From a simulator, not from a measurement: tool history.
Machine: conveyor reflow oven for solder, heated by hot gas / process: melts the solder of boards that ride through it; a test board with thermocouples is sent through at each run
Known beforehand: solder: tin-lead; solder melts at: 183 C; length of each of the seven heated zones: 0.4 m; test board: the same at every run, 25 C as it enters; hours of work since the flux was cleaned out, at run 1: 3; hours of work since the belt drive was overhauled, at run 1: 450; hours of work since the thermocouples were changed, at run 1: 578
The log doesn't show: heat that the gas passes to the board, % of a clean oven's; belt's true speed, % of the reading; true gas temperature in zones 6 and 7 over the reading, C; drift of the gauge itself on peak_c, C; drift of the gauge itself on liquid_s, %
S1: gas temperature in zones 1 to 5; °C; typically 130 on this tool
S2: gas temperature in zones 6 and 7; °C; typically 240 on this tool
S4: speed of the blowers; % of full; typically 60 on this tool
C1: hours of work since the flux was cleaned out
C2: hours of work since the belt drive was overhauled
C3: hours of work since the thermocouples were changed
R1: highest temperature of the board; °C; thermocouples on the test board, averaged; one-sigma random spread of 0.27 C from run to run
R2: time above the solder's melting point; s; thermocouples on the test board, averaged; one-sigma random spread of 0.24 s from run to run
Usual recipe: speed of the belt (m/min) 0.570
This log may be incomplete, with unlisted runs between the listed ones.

{"run": 1, "hour": 0.0, "S1": 130, "S2": 240, "speed of the belt (m/min)": 0.57, "S4": 60, "C1": 3, "C2": 450, "C3": 578, "R1": 222.3, "R2": 65.4}
{"run": 2, "hour": 30.1, "S1": 130, "S2": 240, "speed of the belt (m/min)": 0.57, "S4": 60, "C1": 19, "C2": 465, "C3": 594, "R1": 222.8, "R2": 65.0}
{"run": 3, "hour": 75.9, "S1": 130, "S2": 240, "speed of the belt (m/min)": 0.57, "S4": 60, "C1": 42, "C2": 489, "C3": 617, "R1": 222.1, "R2": 65.0}
{"run": 4, "hour": 110.7, "S1": 130, "S2": 240, "speed of the belt (m/min)": 0.57, "S4": 60, "C1": 60, "C2": 506, "C3": 635, "R1": 221.3, "R2": 64.6}
{"run": 5, "hour": 131.1, "S1": 130, "S2": 240, "speed of the belt (m/min)": 0.5, "S4": 60, "C1": 70, "C2": 517, "C3": 645, "R1": 226.0, "R2": 77.8}
{"run": 6, "hour": 170.3, "S1": 130, "S2": 240, "speed of the belt (m/min)": 0.5, "S4": 60, "C1": 90, "C2": 537, "C3": 665, "R1": 225.9, "R2": 77.4}
{"run": 7, "hour": 195.9, "S1": 130, "S2": 240, "speed of the belt (m/min)": 0.5, "S4": 60, "C1": 103, "C2": 550, "C3": 678, "R1": 225.3, "R2": 78.2}
{"run": 8, "hour": 215.1, "S1": 130, "S2": 240, "speed of the belt (m/min)": 0.57, "S4": 60, "C1": 113, "C2": 560, "C3": 688, "R1": 221.7, "R2": 64.0}
{"run": 9, "hour": 251.2, "S1": 130, "S2": 240, "speed of the belt (m/min)": 0.57, "S4": 60, "C1": 131, "C2": 578, "C3": 707, "R1": 220.6, "R2": 64.4}
{"hour": 261.0, "done": "thermocouples of zones 6 and 7 changed"}
{"run": 10, "hour": 288.0, "S1": 130, "S2": 240, "speed of the belt (m/min)": 0.57, "S4": 60, "C1": 149, "C2": 596, "C3": 14, "R1": 222.0, "R2": 65.4}
{"run": 11, "hour": 327.2, "S1": 130, "S2": 240, "speed of the belt (m/min)": 0.57, "S4": 60, "C1": 169, "C2": 616, "C3": 34, "R1": 222.3, "R2": 64.9}
{"run": 12, "hour": 363.4, "S1": 130, "S2": 240, "speed of the belt (m/min)": 0.628, "S4": 74, "C1": 188, "C2": 634, "C3": 52, "R1": 221.9, "R2": 58.9}
{"run": 13, "hour": 401.7, "S1": 130, "S2": 240, "speed of the belt (m/min)": 0.628, "S4": 74, "C1": 207, "C2": 654, "C3": 72, "R1": 221.9, "R2": 58.8}
{"run": 14, "hour": 438.6, "S1": 130, "S2": 240, "speed of the belt (m/min)": 0.637, "S4": 74, "C1": 226, "C2": 672, "C3": 91, "R1": 220.9, "R2": 57.5}
{"run": 15, "hour": 458.0, "S1": 143, "S2": 240, "speed of the belt (m/min)": 0.591, "S4": 74, "C1": 236, "C2": 682, "C3": 100, "R1": 225.7, "R2": 70.5}
{"run": 16, "hour": 496.2, "S1": 143, "S2": 240, "speed of the belt (m/min)": 0.591, "S4": 74, "C1": 255, "C2": 702, "C3": 120, "R1": 225.4, "R2": 69.8}
{"run": 17, "hour": 531.6, "S1": 143, "S2": 240, "speed of the belt (m/min)": 0.591, "S4": 74, "C1": 273, "C2": 720, "C3": 138, "R1": 225.3, "R2": 70.1}
{"run": 18, "hour": 555.6, "S1": 130, "S2": 241, "speed of the belt (m/min)": 0.64, "S4": 79, "C1": 286, "C2": 732, "C3": 150, "R1": 222.0, "R2": 57.8}
{"run": 19, "hour": 584.3, "S1": 129, "S2": 241, "speed of the belt (m/min)": 0.64, "S4": 79, "C1": 300, "C2": 747, "C3": 165, "R1": 221.7, "R2": 57.4}
{"run": 20, "hour": 615.8, "S1": 121, "S2": 254, "speed of the belt (m/min)": 0.608, "S4": 63, "C1": 316, "C2": 763, "C3": 181, "R1": 229.3, "R2": 63.4}
{"run": 21, "hour": 653.7, "S1": 121, "S2": 254, "speed of the belt (m/min)": 0.608, "S4": 63, "C1": 336, "C2": 782, "C3": 200, "R1": 229.8, "R2": 63.4}

Some steps in R1 between neighbouring runs. How much of each would the tool show without its hidden state too (settings, what came in, random variation), and how much is left for the hidden state, with any gauge scatter that isn't in both results?
Run 9 -> 10: thermocouples of zones 6 and 7 changed. R1 +1.4 °C: hidden state +1.3, all else +0.1.
Run 14 -> 15: S1 130 -> 143, speed of the belt (m/min) 0.637 -> 0.591. R1 +4.8 °C: hidden state +0.3, all else +4.5.
Run 17 -> 18: S1 143 -> 130, S2 240 -> 241, speed of the belt (m/min) 0.591 -> 0.640, S4 74 -> 79. R1 -3.3 °C: hidden state -0.7, all else -2.6.
Run 19 -> 20: S1 129 -> 121, S2 241 -> 254, speed of the belt (m/min) 0.640 -> 0.608, S4 79 -> 63. R1 +7.6 °C: hidden state +0.0, all else +7.6.
